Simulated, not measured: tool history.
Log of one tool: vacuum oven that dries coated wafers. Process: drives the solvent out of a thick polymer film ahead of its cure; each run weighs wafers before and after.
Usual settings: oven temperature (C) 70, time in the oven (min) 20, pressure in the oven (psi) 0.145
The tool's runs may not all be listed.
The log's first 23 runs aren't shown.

| run | hour | oven temperature (C) | time in the oven (min) | pressure in the oven (psi) | hours of work since the thermocouples were calibrated | hours of work since the vacuum gauge was cleaned of residue | solvent left in the film (%) |
|---|---|---|---|---|---|---|---|
| 24 | 916.5 | 70 | 22 | 0.283 | 114 | 2068 | 1.57 |
| 25 | 963.8 | 67 | 10 | 0.441 | 149 | 2103 | 5.33 |
| 26 | 1008.7 | 84 | 18 | 0.323 | 181 | 2135 | 0.58 |
| 27 | 1064 | 78 | 32 | 0.154 | 222 | 2176 | 0.44 |
| 28 | 1102.3 | 70 | 20 | 0.126 | 250 | 2203 | 1.4 |
| 29 | 1140.1 | 70 | 30 | 0.077 | 277 | 2231 | 0.6 |
| 30 | 1195.9 | 70 | 30 | 0.077 | 318 | 2272 | 0.61 |
| 31 | 1226.8 | 84 | 23 | 0.371 | 340 | 2294 | 0.62 |
| 32 | 1260.9 | 84 | 11 | 0.371 | 365 | 2319 | 0.89 |
| 33 | 1305.7 | 80 | 11 | 0.371 | 398 | 2352 | 1.35 |
| 34 | 1360.6 | 80 | 11 | 0.371 | 438 | 2392 | 1.36 |
| 35 | 1414.7 | 74 | 33 | 0.302 | 477 | 2431 | 0.85 |

The next listed run, before its measurement:
| 36 | 1448.5 | 64 | 20 | 0.321 | 502 | 2456 | ? |

{"run 36": {"solvent left in the film (%)": 3.21}}
Without the tool's hidden state the same run would have given solvent left in the film (%) 3.31.

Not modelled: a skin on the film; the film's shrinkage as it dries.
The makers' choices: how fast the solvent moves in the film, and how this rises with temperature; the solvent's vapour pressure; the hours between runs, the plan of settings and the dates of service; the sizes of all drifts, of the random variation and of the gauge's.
